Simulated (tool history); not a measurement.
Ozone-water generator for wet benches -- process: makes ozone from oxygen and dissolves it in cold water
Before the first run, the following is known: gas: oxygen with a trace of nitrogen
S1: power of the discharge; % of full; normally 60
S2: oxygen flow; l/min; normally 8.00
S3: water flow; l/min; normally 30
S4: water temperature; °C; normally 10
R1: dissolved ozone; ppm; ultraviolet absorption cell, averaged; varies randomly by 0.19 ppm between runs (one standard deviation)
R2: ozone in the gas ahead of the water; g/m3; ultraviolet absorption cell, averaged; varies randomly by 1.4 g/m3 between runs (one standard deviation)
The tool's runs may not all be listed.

run	hour	S1	S2	S3	S4	R1	R2
1	0.0	60	8.00	30	10	24.3	235.7
2	28.1	60	8.00	30	10	24.3	235.8
3	53.6	60	8.00	30	10	24.1	234.8
4	78.2	60	8.00	30	10	24.1	238.6
5	95.5	60	8.00	30	10	24.2	237.3
6	110.7	60	11.01	30	10	25.0	205.3
7	134.4	60	11.01	30	10	25.0	204.4
8	164.3	60	11.01	30	10	25.3	203.0
9	197.3	60	11.01	30	10	25.1	205.3
10	221.5	92	8.00	24	10	37.6	308.2
11	250.8	45	8.00	45	8	14.4	194.4
12	270.9	45	8.00	45	8	14.3	194.3
13	291.8	51	9.27	32	8	21.4	197.4
14	311.7	50	8.00	30	10	21.0	207.2
15	327.7	60	7.98	34	10	21.3	233.7

Predict each of these 4 candidate next runs independently; none follows another, all start after run 15:
A	347.5	82	7.98	34	10	?	?
B	347.5	67	8.00	30	10	?	?
C	347.5	73	7.98	30	13	?	?
D	347.5	60	11.22	36	17	?	?

run	R1	R2
A	26.1	284.2
B	25.8	251.7
C	25.8	264.3
D	19.7	201.1
Without the tool's hidden state the same runs would have given:
run	R1	R2
A	29.2	312.4
B	28.6	273.5
C	28.7	288.6
D	21.7	217.1

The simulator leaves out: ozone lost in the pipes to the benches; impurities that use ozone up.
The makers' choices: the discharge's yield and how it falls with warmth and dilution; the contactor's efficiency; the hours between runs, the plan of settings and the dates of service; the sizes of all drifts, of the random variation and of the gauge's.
